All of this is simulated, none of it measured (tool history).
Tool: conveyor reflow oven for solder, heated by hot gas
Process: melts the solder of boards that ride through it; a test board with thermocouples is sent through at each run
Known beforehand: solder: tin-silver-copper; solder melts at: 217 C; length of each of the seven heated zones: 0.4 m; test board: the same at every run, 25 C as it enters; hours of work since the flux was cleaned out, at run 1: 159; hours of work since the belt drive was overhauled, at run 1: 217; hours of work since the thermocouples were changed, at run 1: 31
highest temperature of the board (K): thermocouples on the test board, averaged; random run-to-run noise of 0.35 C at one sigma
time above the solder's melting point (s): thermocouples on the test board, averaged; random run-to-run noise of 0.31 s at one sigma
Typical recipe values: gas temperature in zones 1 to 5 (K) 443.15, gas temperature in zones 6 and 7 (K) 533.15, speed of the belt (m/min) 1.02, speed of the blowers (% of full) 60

run,day,gas temperature in zones 1 to 5 (K),gas temperature in zones 6 and 7 (K),speed of the belt (m/min),speed of the blowers (% of full),hours of work since the flux was cleaned out,hours of work since the belt drive was overhauled,hours of work since the thermocouples were changed,highest temperature of the board (K),time above the solder's melting point (s)
1,0,443.15,533.15,1.02,60,159,217,31,511.45,25.1
2,0.967,443.15,533.15,1.02,60,169,226,41,511.25,24.9
3,1.658,443.15,533.15,1.02,60,175,233,47,510.55,25.2
4,2.317,457.15,533.15,1.02,60,182,240,54,513.75,30.7
5,3.729,429.15,533.15,1.02,60,195,253,67,507.65,20
6,4.333,429.15,533.15,1.02,60,201,259,73,507.35,19.5
7,5.371,443.15,533.15,1.02,60,211,269,83,510.25,24.9
8,6.738,443.15,533.15,1.02,60,224,282,96,511.15,24.6
9,7.454,443.15,533.15,1.02,60,231,289,103,510.95,24.4
# day 8.962: flux residue cleaned out of gas plates and filters
10,9.062,443.15,533.15,1.02,56,1,303,117,509.85,23.7
11,10.162,443.15,533.15,1.02,51,12,313,127,508.25,22
12,10.921,443.15,533.15,0.97,60,19,320,135,512.15,28
13,11.692,443.15,533.15,1.02,60,26,328,142,510.25,24.7
14,13.117,443.15,533.15,1.02,60,40,342,156,510.95,25
15,13.796,443.15,533.15,1.02,60,47,348,162,510.85,24.4
16,14.567,443.15,533.15,1.02,60,54,356,170,510.95,24.8
17,15.308,443.15,533.15,1.02,60,61,363,177,510.95,24.7
18,16.758,438.15,533.15,0.9,60,75,377,191,514.45,30.4
19,17.467,443.15,541.15,1.22,60,82,383,198,509.05,18.9
20,18.738,443.15,541.15,1.22,60,94,396,210,509.65,19.4
21,19.996,437.15,545.15,1.22,51,106,408,222,506.95,15.7
22,21.317,437.15,545.15,1.22,51,119,421,235,506.75,15.6
23,22.033,450.15,536.15,1.02,79,126,428,242,518.55,32
24,23.262,450.15,536.15,1.02,79,138,439,254,518.95,32.2
25,24.604,450.15,536.15,1.02,79,151,452,267,518.15,32.2
26,26.1,457.15,526.15,1.17,77,165,467,281,507.85,22.8
27,26.779,448.15,533.15,1.02,54,172,473,288,510.35,24.9
28,28.112,448.15,533.15,1.02,54,185,486,300,510.35,25.3
29,28.725,446.15,522.15,1.12,64,190,492,306,500.15,14.5
30,29.35,446.15,522.15,1.12,64,197,498,312,500.55,15.3
31,30.488,446.15,522.15,1.12,64,207,509,323,500.25,14.4
32,31.592,455.15,522.15,1.12,64,218,520,334,503.55,18.8

How the hidden state differs across the entries between the runs, from the last listed run before each to the first after it:
Run 9 -> run 10: flux residue cleaned out of gas plates and filters (day 8.962)
  heat that the gas passes to the board, % of a clean oven's: 99.6 -> 100
